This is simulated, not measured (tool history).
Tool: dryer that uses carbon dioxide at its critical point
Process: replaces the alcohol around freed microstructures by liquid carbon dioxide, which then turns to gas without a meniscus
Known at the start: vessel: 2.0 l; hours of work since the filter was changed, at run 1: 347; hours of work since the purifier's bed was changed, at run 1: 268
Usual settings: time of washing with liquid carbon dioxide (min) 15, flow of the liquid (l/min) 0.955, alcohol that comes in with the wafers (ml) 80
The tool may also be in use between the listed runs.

run,hour,time of washing with liquid carbon dioxide (min),flow of the liquid (l/min),alcohol that comes in with the wafers (ml),hours of work since the filter was changed,hours of work since the purifier's bed was changed,alcohol left in the vessel before it's heated (ppm by volume)
1,0.0,15,0.955,80,347,268,338
2,13.1,15,0.955,80,352,273,334
3,33.4,15,0.955,80,359,279,347
4,43.7,15,0.955,80,362,283,329
5,68.7,15,0.955,80,371,291,339
6,84.0,15,0.955,80,376,296,343
7,96.7,15,0.955,80,380,301,347
8,120.9,15,0.955,80,388,309,360
9,135.9,10,1.363,109,393,314,535
10,152.9,21,0.955,26,399,320,65
11,171.4,11,1.308,108,405,326,438
12,196.2,9,1.326,69,414,334,618
13,221.1,9,1.326,69,422,343,624
14,243.6,22,0.790,27,430,350,89
15,256.2,15,1.502,80,434,355,65

Some steps in alcohol left in the vessel before it's heated (ppm by volume) between neighbouring runs. How much of each would the tool show without its hidden state too (settings, what came in, random variation), and how much is left for the hidden state, with any gauge scatter that isn't in both results?
The hidden state here: flow that reaches the vessel past the clogged filter, %; alcohol in the recycled carbon dioxide, ppm; drift of the gauge itself on alcohol_ppm, %.
Run 13 -> 14: time of washing with liquid carbon dioxide (min) 9 -> 22, flow of the liquid (l/min) 1.326 -> 0.790, alcohol that comes in with the wafers (ml) 69 -> 27. alcohol left in the vessel before it's heated (ppm by volume) -535: hidden state -112, all else -423.
